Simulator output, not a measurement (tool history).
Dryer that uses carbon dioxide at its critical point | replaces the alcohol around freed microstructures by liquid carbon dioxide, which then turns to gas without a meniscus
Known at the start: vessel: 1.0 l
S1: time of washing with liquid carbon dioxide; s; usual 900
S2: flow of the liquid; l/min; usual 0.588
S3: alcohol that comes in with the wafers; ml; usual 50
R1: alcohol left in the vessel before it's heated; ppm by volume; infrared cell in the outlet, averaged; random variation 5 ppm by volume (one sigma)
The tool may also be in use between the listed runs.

| run | day | S1 | S2 | S3 | R1 |
|---|---|---|---|---|---|
| 1 | 0.000 | 900 | 0.588 | 50 | 67 |
| 2 | 2.150 | 900 | 0.588 | 50 | 76 |
| 3 | 3.404 | 900 | 0.588 | 50 | 75 |
| 4 | 5.646 | 900 | 0.588 | 50 | 80 |
| 5 | 7.029 | 900 | 0.661 | 50 | 62 |
| 6 | 8.400 | 900 | 0.661 | 50 | 59 |
| 7 | 11.250 | 900 | 0.661 | 50 | 76 |
| 8 | 12.517 | 900 | 0.661 | 50 | 70 |
| 9 | 13.750 | 900 | 0.661 | 50 | 86 |
| 10 | 15.150 | 900 | 0.661 | 50 | 84 |
| 11 | 18.025 | 900 | 0.661 | 50 | 83 |
| 12 | 20.250 | 900 | 0.661 | 50 | 96 |
| 13 | 23.025 | 900 | 0.588 | 50 | 119 |
| 14 | 24.425 | 900 | 0.588 | 50 | 117 |
| 15 | 26.721 | 900 | 0.588 | 50 | 134 |
| 16 | 28.800 | 1260 | 0.588 | 88 | 104 |
| 17 | 31.375 | 900 | 0.929 | 59 | 103 |
| 18 | 34.346 | 900 | 0.588 | 80 | 172 |
| 19 | 37.258 | 900 | 0.588 | 80 | 172 |
| 20 | 39.938 | 900 | 0.588 | 80 | 183 |
|  | 42.554 | inlet filter changed |
| 21 | 42.579 | 1140 | 0.519 | 72 | 138 |
| 22 | 45.100 | 660 | 0.532 | 44 | 456 |
| 23 | 46.808 | 660 | 0.532 | 44 | 454 |
| 24 | 48.579 | 840 | 0.537 | 50 | 231 |
| 25 | 50.812 | 660 | 0.537 | 21 | 286 |
| 26 | 53.012 | 1020 | 0.436 | 33 | 221 |

Forecast each of these 5 alternatives for the next run:
| A | 54.375 | 900 | 0.406 | 50 | ? |
| B | 54.375 | 1020 | 0.436 | 69 | ? |
| C | 54.375 | 1020 | 0.815 | 33 | ? |
| D | 54.375 | 900 | 0.588 | 89 | ? |
| E | 54.375 | 660 | 0.436 | 33 | ? |

| run | R1 |
|---|---|
| A | 466 |
| B | 299 |
| C | 145 |
| D | 208 |
| E | 758 |
Without the tool's hidden state the same runs would have given:
| run | R1 |
|---|---|
| A | 298 |
| B | 143 |
| C | 9 |
| D | 63 |
| E | 580 |

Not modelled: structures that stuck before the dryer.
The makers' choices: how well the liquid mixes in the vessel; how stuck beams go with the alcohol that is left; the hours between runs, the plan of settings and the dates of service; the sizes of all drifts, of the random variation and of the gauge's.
